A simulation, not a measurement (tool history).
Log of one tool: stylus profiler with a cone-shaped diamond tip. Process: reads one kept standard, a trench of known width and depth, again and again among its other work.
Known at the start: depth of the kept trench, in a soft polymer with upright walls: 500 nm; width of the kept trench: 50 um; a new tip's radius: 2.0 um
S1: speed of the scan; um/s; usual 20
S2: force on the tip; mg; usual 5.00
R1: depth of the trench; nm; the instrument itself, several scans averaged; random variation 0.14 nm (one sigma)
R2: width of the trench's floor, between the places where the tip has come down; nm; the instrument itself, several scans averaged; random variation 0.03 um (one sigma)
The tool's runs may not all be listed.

Run 1, hour 0.0: usual settings. Result: R1 509.33 nm, R2 46190 nm.
Run 2, hour 67.4: usual settings. Result: R1 509.28 nm, R2 46140 nm.
Run 3, hour 131.7: usual settings. Result: R1 509.38 nm, R2 46160 nm.
Run 4, hour 198.1: usual settings but S1 7 um/s. Result: R1 509.58 nm, R2 46200 nm.
Run 5, hour 272.5: usual settings. Result: R1 509.60 nm, R2 46110 nm.
Run 6, hour 349.5: usual settings. Result: R1 509.92 nm, R2 46120 nm.
Run 7, hour 390.4: usual settings. Result: R1 510.07 nm, R2 46140 nm.
Run 8, hour 455.6: usual settings. Result: R1 509.94 nm, R2 46050 nm.
Run 9, hour 493.1: usual settings. Result: R1 510.22 nm, R2 46040 nm.
Run 10, hour 574.3: usual settings. Result: R1 510.22 nm, R2 46020 nm.
Run 11, hour 644.0: usual settings. Result: R1 510.51 nm, R2 45970 nm.
Run 12, hour 725.1: usual settings. Result: R1 510.67 nm, R2 45980 nm.
Run 13, hour 767.7: usual settings. Result: R1 510.81 nm, R2 45960 nm.
Run 14, hour 823.1: usual settings. Result: R1 510.94 nm, R2 45930 nm.
Run 15, hour 872.5: usual settings. Result: R1 510.78 nm, R2 45940 nm.
Run 16, hour 935.5: usual settings but S1 37 um/s, S2 3.68 mg. Result: R1 509.61 nm, R2 45860 nm.
Run 17, hour 1014.2: usual settings but S1 37 um/s, S2 3.68 mg. Result: R1 509.70 nm, R2 45820 nm.
Run 18, hour 1071.5: usual settings but S1 41 um/s, S2 3.66 mg. Result: R1 509.93 nm, R2 45750 nm.
Run 19, hour 1132.4: usual settings but S1 8 um/s, S2 2.12 mg. Result: R1 507.78 nm, R2 45940 nm.
Run 20, hour 1183.6: usual settings but S1 5 um/s, S2 2.07 mg. Result: R1 508.02 nm, R2 45930 nm.
Run 21, hour 1228.9: usual settings but S1 5 um/s, S2 2.07 mg. Result: R1 507.99 nm, R2 45860 nm.
Run 22, hour 1300.4: usual settings but S1 18 um/s, S2 3.12 mg. Result: R1 509.52 nm, R2 45830 nm.
Run 23, hour 1352.2: usual settings but S1 18 um/s, S2 3.12 mg. Result: R1 509.76 nm, R2 45790 nm.
Run 24, hour 1394.4: usual settings but S1 21 um/s. Result: R1 511.84 nm, R2 45770 nm.
Run 25, hour 1455.5: usual settings but S1 11 um/s, S2 5.54 mg. Result: R1 512.44 nm, R2 45870 nm.

Run 26 comes next. What will it give?
Run 26, hour 1525.3: usual settings but S1 8 um/s. Result: R1 ?, R2 ?.

Run 26 gave R1 512.25 nm, R2 45790 nm.
Without the tool's hidden state the same run would have given R1 507.95 nm, R2 47290 nm.
